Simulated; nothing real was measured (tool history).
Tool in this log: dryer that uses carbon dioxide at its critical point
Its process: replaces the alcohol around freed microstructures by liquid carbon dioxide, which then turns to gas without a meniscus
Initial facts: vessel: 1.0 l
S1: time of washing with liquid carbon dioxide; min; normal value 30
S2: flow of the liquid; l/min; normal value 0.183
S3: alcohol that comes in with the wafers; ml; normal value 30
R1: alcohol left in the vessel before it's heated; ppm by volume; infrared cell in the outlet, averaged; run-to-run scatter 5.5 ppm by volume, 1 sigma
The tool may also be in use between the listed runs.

run   hour  S1     S2  S3    R1
  1      0  30  0.183  30   185
  2   47.5  30  0.183  30   186
  3   95.7  30  0.114  30  1167
  4  123.7  18  0.183  30  1398
  5    158  18  0.183  30  1381
  6  201.7  18  0.183  30  1408
  7  250.7  18  0.183  30  1449
  8  288.8  18  0.183  30  1502
  9    348  18  0.183  30  1533
 10  407.8  18  0.183  24  1241
 11  448.1  30  0.183  30   252

What will run 12 give?
 12  474.6  30  0.118  30   ?

{"run 12": {"R1": 1188}}
If the tool had no hidden condition, the same run with the same run-to-run variation would have returned R1 929 ppm by volume.
